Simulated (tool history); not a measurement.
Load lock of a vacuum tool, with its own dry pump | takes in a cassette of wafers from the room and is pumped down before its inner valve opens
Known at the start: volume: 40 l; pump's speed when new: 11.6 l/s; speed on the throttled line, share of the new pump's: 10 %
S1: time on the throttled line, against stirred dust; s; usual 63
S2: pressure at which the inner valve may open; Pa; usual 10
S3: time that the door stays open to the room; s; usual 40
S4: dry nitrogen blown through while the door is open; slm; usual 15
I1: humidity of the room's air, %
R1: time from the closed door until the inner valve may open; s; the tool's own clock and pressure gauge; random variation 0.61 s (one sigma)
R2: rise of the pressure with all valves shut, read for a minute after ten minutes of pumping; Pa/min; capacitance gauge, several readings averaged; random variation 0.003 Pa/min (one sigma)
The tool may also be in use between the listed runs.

run    hour  S1  S2   S3  S4    I1    R1     R2
  1       0  63  10   40  15  47.3  95.1  0.055
  2   135.9  63  10   40   8  41.4  95.3  0.048
  3   240.6  63  10   95  15    46  94.9  0.061
  4   413.5  63  10   95  15  44.9  95.4  0.061
  5   572.4  63  11   40  15  47.7  95.8  0.051
  6   708.1  63  10   40   7  44.8    96  0.053
  7   879.4  63  10  210  15  41.9  94.4  0.078
  8    1014  63  10   40  15  43.1    96  0.049
  9  1223.2  63  10   40  15  46.7  97.2  0.057
 10  1312.7  63  10   40  15  44.9  95.8  0.052
 11  1452.5  63  10   40  15  44.8  96.4  0.058
 12  1630.8  63  10   40  15  43.4    96  0.059

Run 13 comes next. What will it give?
 13  1773.6  63  10  40   4  44   ?   ?

R1: 96.2 s
R2: 0.06 Pa/min
Without the tool's hidden state the same run would have given R1 88.5 s, R2 0.032 Pa/min.
